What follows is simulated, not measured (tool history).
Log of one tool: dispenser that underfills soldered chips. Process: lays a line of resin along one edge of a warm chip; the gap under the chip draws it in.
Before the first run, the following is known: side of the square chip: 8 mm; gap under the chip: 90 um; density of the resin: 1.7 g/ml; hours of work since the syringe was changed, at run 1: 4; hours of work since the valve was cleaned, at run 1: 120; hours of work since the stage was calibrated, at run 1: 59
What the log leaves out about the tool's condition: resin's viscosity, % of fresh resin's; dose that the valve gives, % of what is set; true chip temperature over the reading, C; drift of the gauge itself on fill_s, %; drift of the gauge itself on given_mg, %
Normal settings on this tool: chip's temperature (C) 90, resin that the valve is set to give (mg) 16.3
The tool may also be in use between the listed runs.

| run | hour | chip's temperature (C) | resin that the valve is set to give (mg) | hours of work since the syringe was changed | hours of work since the valve was cleaned | hours of work since the stage was calibrated | time until the resin shows at the far edge (s) | resin that the valve gave (mg) |
|---|---|---|---|---|---|---|---|---|
| 1 | 0.0 | 90 | 16.3 | 4 | 120 | 59 | 15.1 | 15.67 |
|  | 4.2 | new syringe of resin |
| 2 | 8.4 | 90 | 16.3 | 3 | 126 | 65 | 14.2 | 15.65 |
|  | 13.2 | new syringe of resin |
| 3 | 18.4 | 84 | 16.3 | 4 | 133 | 73 | 17.1 | 15.36 |
|  | 22.5 | new syringe of resin |
|  | 31.2 | new syringe of resin |
| 4 | 32.5 | 90 | 16.3 | 1 | 143 | 83 | 11.8 | 15.46 |
|  | 34.3 | dispensing valve cleaned and set on the balance |
|  | 40.9 | new syringe of resin |
| 5 | 46.2 | 90 | 18.5 | 4 | 9 | 92 | 14.9 | 18.40 |
|  | 49.6 | new syringe of resin |
| 6 | 55.5 | 98 | 18.4 | 4 | 15 | 98 | 11.0 | 18.47 |
|  | 58.3 | new syringe of resin |
| 7 | 63.7 | 93 | 19.0 | 4 | 21 | 104 | 12.7 | 19.02 |
|  | 67.5 | new syringe of resin |
| 8 | 74.8 | 93 | 19.0 | 5 | 29 | 112 | 14.5 | 18.92 |
|  | 76.6 | new syringe of resin |
| 9 | 82.3 | 93 | 19.0 | 4 | 34 | 117 | 13.0 | 18.89 |
|  | 85.9 | new syringe of resin |
|  | 95.3 | new syringe of resin |
| 10 | 95.3 | 97 | 14.3 | 0 | 43 | 126 | 8.0 | 14.15 |

Here are 3 independent what-if runs from the current tool condition. What would each one return?
|  | 104.2 | new syringe of resin |
| A | 106.8 | 91 | 17.1 | 2 | 52 | 135 | ? | ? |
|  | 104.2 | new syringe of resin |
| B | 106.8 | 78 | 20.4 | 2 | 52 | 135 | ? | ? |
|  | 104.2 | new syringe of resin |
| C | 106.8 | 90 | 15.7 | 2 | 52 | 135 | ? | ? |

| run | time until the resin shows at the far edge (s) | resin that the valve gave (mg) |
|---|---|---|
| A | 12.1 | 16.79 |
| B | 18.9 | 20.21 |
| C | 12.1 | 15.47 |
The same runs, with their run-to-run variation unchanged, on a tool lacking any hidden condition would have given:
| run | time until the resin shows at the far edge (s) | resin that the valve gave (mg) |
|---|---|---|
| A | 10.8 | 17.08 |
| B | 16.8 | 20.56 |
| C | 10.7 | 15.74 |
